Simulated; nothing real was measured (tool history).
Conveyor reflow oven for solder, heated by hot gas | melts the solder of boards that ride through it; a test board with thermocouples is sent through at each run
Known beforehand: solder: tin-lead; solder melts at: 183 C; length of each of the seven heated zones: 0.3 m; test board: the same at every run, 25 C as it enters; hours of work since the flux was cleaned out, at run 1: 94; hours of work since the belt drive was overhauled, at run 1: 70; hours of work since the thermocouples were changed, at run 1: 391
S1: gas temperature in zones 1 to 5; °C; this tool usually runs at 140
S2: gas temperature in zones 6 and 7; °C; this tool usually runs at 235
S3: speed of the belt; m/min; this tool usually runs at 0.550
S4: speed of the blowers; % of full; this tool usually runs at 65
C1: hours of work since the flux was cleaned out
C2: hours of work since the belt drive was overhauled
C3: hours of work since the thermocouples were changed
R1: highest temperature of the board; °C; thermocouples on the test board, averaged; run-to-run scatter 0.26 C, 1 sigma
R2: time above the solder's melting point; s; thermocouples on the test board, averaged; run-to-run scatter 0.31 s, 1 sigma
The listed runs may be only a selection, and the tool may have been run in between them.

{"run": 1, "hour": 0.0, "S1": 140, "S2": 235, "S3": 0.55, "S4": 65, "C1": 94, "C2": 70, "C3": 391, "R1": 209.9, "R2": 42.8}
{"run": 2, "hour": 13.1, "S1": 140, "S2": 235, "S3": 0.616, "S4": 65, "C1": 104, "C2": 80, "C3": 401, "R1": 205.3, "R2": 33.6}
{"run": 3, "hour": 35.5, "S1": 140, "S2": 235, "S3": 0.616, "S4": 69, "C1": 120, "C2": 96, "C3": 417, "R1": 206.9, "R2": 34.9}
{"run": 4, "hour": 49.5, "S1": 140, "S2": 235, "S3": 0.616, "S4": 69, "C1": 131, "C2": 106, "C3": 427, "R1": 206.3, "R2": 34.0}
{"run": 5, "hour": 70.6, "S1": 140, "S2": 235, "S3": 0.616, "S4": 69, "C1": 146, "C2": 122, "C3": 443, "R1": 206.7, "R2": 34.4}
{"run": 6, "hour": 81.6, "S1": 140, "S2": 235, "S3": 0.616, "S4": 69, "C1": 154, "C2": 130, "C3": 451, "R1": 206.2, "R2": 34.4}
{"run": 7, "hour": 99.7, "S1": 140, "S2": 235, "S3": 0.616, "S4": 69, "C1": 167, "C2": 143, "C3": 464, "R1": 206.2, "R2": 34.0}
{"run": 8, "hour": 122.9, "S1": 140, "S2": 235, "S3": 0.545, "S4": 65, "C1": 184, "C2": 160, "C3": 481, "R1": 209.9, "R2": 43.0}
{"run": 9, "hour": 145.2, "S1": 140, "S2": 235, "S3": 0.55, "S4": 65, "C1": 201, "C2": 176, "C3": 497, "R1": 209.7, "R2": 42.1}
{"run": 10, "hour": 165.6, "S1": 140, "S2": 235, "S3": 0.55, "S4": 65, "C1": 216, "C2": 191, "C3": 512, "R1": 209.6, "R2": 42.2}
{"run": 11, "hour": 185.9, "S1": 131, "S2": 235, "S3": 0.55, "S4": 65, "C1": 230, "C2": 206, "C3": 527, "R1": 207.1, "R2": 37.3}
{"run": 12, "hour": 209.3, "S1": 131, "S2": 235, "S3": 0.55, "S4": 65, "C1": 248, "C2": 223, "C3": 544, "R1": 206.6, "R2": 36.4}
{"run": 13, "hour": 221.8, "S1": 140, "S2": 235, "S3": 0.597, "S4": 65, "C1": 257, "C2": 232, "C3": 553, "R1": 205.3, "R2": 35.4}
{"run": 14, "hour": 243.8, "S1": 140, "S2": 235, "S3": 0.597, "S4": 65, "C1": 273, "C2": 248, "C3": 569, "R1": 205.4, "R2": 34.3}
{"run": 15, "hour": 253.9, "S1": 150, "S2": 235, "S3": 0.515, "S4": 85, "C1": 280, "C2": 256, "C3": 577, "R1": 218.1, "R2": 56.8}
{"run": 16, "hour": 266.3, "S1": 146, "S2": 235, "S3": 0.515, "S4": 75, "C1": 289, "C2": 265, "C3": 586, "R1": 215.4, "R2": 53.5}
{"run": 17, "hour": 281.7, "S1": 147, "S2": 242, "S3": 0.515, "S4": 66, "C1": 300, "C2": 276, "C3": 597, "R1": 218.8, "R2": 55.5}
{"run": 18, "hour": 295.5, "S1": 147, "S2": 242, "S3": 0.515, "S4": 66, "C1": 311, "C2": 286, "C3": 607, "R1": 219.4, "R2": 55.3}
{"run": 19, "hour": 308.3, "S1": 141, "S2": 242, "S3": 0.515, "S4": 70, "C1": 320, "C2": 296, "C3": 616, "R1": 218.4, "R2": 53.5}

How would selected steps in R1 from run to run divide? Give the signed amount a tool lacking its hidden state would still show from settings, what came in and random variation, and the signed amount left for the hidden state, including any gauge scatter that is not in both of the compared results.
Hidden conditions of the tool in this case: heat that the gas passes to the board, % of a clean oven's; belt's true speed, % of the reading; true gas temperature in zones 6 and 7 over the reading, C; drift of the gauge itself on peak_c, C; drift of the gauge itself on liquid_s, %.
Run 14 -> 15: S1 140 -> 150, S3 0.597 -> 0.515, S4 65 -> 85. R1 +12.7 °C: hidden state +0.4, all else +12.3.
